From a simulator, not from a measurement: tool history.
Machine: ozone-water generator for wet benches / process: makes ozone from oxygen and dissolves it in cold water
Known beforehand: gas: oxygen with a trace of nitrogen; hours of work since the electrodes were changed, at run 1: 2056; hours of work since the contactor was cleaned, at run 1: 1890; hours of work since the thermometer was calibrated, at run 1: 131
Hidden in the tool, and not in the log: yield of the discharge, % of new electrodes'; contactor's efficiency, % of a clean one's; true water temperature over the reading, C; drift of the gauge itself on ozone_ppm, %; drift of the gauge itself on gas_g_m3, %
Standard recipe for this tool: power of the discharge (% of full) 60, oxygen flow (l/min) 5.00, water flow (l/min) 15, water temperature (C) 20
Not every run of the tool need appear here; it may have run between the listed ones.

run    hour  power of the discharge (% of full)  oxygen flow (l/min)  water flow (l/min)  water temperature (C)  hours of work since the electrodes were changed  hours of work since the contactor was cleaned  hours of work since the thermometer was calibrated  dissolved ozone (ppm)  ozone in the gas ahead of the water (g/m3)
  1     0.0                                  60                 5.00                  15                     20                                             2056                                           1890                                                 131                   19.4                                       150.4
  2   156.4                                  60                 5.00                  15                     20                                             2159                                           1994                                                 234                   19.8                                       150.5
  3   306.4                                  60                 5.00                  16                     20                                             2258                                           2093                                                 333                   18.9                                       149.5
  4   494.1                                  60                 5.00                  16                     20                                             2382                                           2217                                                 457                   18.9                                       149.3
  5   670.3                                  60                 5.00                  15                     20                                             2499                                           2333                                                 574                   19.5                                       149.3
  6   824.8                                  60                 5.00                  15                     20                                             2601                                           2435                                                 676                   19.7                                       149.5
  7  1002.0                                  56                 5.00                  15                     20                                             2718                                           2552                                                 793                   18.5                                       142.3
  8  1153.9                                  56                 3.50                  15                     20                                             2819                                           2653                                                 893                   17.4                                       157.7
  9  1292.6                                  56                 3.50                  15                     20                                             2910                                           2745                                                 985                   17.3                                       159.2
     1311.8  -- contactor cleaned
 10  1383.3                                  56                 3.50                  15                     20                                             2968                                             47                                                1042                   16.9                                       160.4
 11  1496.9                                  56                 3.50                  15                     20                                             3043                                            122                                                1117                   16.9                                       158.2
 12  1689.6                                  60                 5.00                   9                     20                                             3170                                            250                                                1245                   25.8                                       149.5
 13  1875.7                                  60                 5.00                   9                     20                                             3293                                            373                                                1368                   25.3                                       147.8
 14  2008.0                                  60                 5.00                   9                     20                                             3380                                            460                                                1455                   25.5                                       147.1
 15  2094.9                                  60                 5.00                   9                     20                                             3438                                            518                                                1513                   25.4                                       147.4
     2179.5  -- contactor cleaned, once more
 16  2291.3                                  60                 5.00                  15                     20                                             3565                                             74                                                1640                   19.5                                       148.9
 17  2459.0                                  60                 5.00                  10                     25                                             3676                                            185                                                1751                   22.2                                       145.2
 18  2589.9                                  71                 7.31                  12                     23                                             3762                                            271                                                1837                   24.3                                       147.6
 19  2752.9                                  41                 6.34                   9                     20                                             3870                                            379                                                1945                   19.5                                       103.1
 20  2897.7                                  60                 5.00                  17                     20                                             3966                                            475                                                2041                   18.0                                       146.9
 21  3036.9                                  60                 5.00                  17                     20                                             4058                                            567                                                2133                   18.0                                       146.3
 22  3210.4                                  60                 5.00                  13                     15                                             4173                                            681                                                2247                   23.1                                       144.7
 23  3310.5                                  64                 5.29                  19                     15                                             4239                                            748                                                2313                   19.0                                       150.2

Estimate the outcome of run 24 from the log above:
 24  3398.2                                  42                 2.75                  16                     20                                             4297                                            805                                                2371                      ?                                           ?

{"run 24": {"dissolved ozone (ppm)": 12.2, "ozone in the gas ahead of the water (g/m3)": 136.6}}
With the hidden condition absent and the run-to-run variation left alone, this run would have shown dissolved ozone (ppm) 12.8, ozone in the gas ahead of the water (g/m3) 141.5.
